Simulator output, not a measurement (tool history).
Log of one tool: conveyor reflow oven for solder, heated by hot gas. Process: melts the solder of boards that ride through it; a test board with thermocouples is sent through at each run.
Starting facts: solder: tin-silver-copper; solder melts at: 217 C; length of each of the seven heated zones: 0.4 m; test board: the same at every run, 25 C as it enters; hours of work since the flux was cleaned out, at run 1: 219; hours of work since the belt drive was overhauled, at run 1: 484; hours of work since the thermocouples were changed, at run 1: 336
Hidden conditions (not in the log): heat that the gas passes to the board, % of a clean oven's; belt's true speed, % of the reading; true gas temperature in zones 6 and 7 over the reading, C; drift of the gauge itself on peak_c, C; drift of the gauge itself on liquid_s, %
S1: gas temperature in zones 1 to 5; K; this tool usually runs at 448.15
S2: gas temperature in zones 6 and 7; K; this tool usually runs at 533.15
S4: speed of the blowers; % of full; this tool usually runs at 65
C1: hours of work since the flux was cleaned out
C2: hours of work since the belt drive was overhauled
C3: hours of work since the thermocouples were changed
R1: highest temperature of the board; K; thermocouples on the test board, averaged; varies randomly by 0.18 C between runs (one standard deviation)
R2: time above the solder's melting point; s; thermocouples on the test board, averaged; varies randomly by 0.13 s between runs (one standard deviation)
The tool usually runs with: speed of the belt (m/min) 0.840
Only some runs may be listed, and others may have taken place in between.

Run 1, hour 0.0: usual settings; C1 219; C2 484; C3 336. Result: R1 519.05 K, R2 39.6 s.
Run 2, hour 51.7: usual settings; C1 257; C2 522; C3 374. Result: R1 518.75 K, R2 39.3 s.
At hour 109.2: flux residue cleaned out of gas plates and filters.
Run 3, hour 117.2: usual settings but speed of the belt (m/min) 0.673; C1 6; C2 567; C3 419. Result: R1 524.55 K, R2 55.4 s.
Run 4, hour 175.1: usual settings but speed of the belt (m/min) 0.673; C1 49; C2 610; C3 462. Result: R1 524.35 K, R2 55.2 s.
Run 5, hour 213.3: usual settings but S2 548.15 K; C1 77; C2 638; C3 491. Result: R1 532.05 K, R2 46.6 s.
Run 6, hour 248.4: usual settings; C1 103; C2 664; C3 517. Result: R1 518.65 K, R2 39.4 s.
Run 7, hour 320.0: usual settings but S1 451.15 K, S4 53 % of full; C1 157; C2 718; C3 570. Result: R1 516.55 K, R2 38.1 s.
Run 8, hour 353.3: usual settings but S2 532.15 K; C1 181; C2 742; C3 595. Result: R1 517.95 K, R2 38.7 s.
Run 9, hour 402.9: usual settings but S2 532.15 K; C1 218; C2 779; C3 631. Result: R1 517.95 K, R2 38.6 s.
Run 10, hour 441.8: usual settings but S2 532.15 K; C1 247; C2 808; C3 660. Result: R1 518.25 K, R2 39.0 s.
Run 11, hour 502.4: usual settings but S2 530.15 K, S4 58 % of full; C1 292; C2 853; C3 705. Result: R1 514.85 K, R2 36.0 s.
At hour 513.9: flux residue cleaned out of gas plates and filters.
Run 12, hour 542.9: usual settings but S1 458.15 K, S2 527.15 K, speed of the belt (m/min) 0.966, S4 67 % of full; C1 22; C2 879; C3 732. Result: R1 511.85 K, R2 32.1 s.

3 options for the next run, each taken on its own from the tool as it stands now. Forecast them:
Run A, hour 599.3: usual settings but S1 445.15 K, S2 543.15 K, S4 88 % of full; C1 63; C2 921; C3 774. Result: R1 ?, R2 ?.
Run B, hour 599.3: usual settings but S1 444.15 K, S2 527.15 K, speed of the belt (m/min) 0.966, S4 67 % of full; C1 63; C2 921; C3 774. Result: R1 ?, R2 ?.
Run C, hour 599.3: usual settings but S1 453.15 K, S2 547.15 K, speed of the belt (m/min) 0.968; C1 63; C2 921; C3 774. Result: R1 ?, R2 ?.

run      R1    R2
  A  531.45  45.9
  B  509.15  25.9
  C  527.55  39.2
The same runs, with their run-to-run variation unchanged, on a tool lacking any hidden condition would have given:
run      R1    R2
  A  531.55  45.9
  B  509.15  26.0
  C  527.65  39.2

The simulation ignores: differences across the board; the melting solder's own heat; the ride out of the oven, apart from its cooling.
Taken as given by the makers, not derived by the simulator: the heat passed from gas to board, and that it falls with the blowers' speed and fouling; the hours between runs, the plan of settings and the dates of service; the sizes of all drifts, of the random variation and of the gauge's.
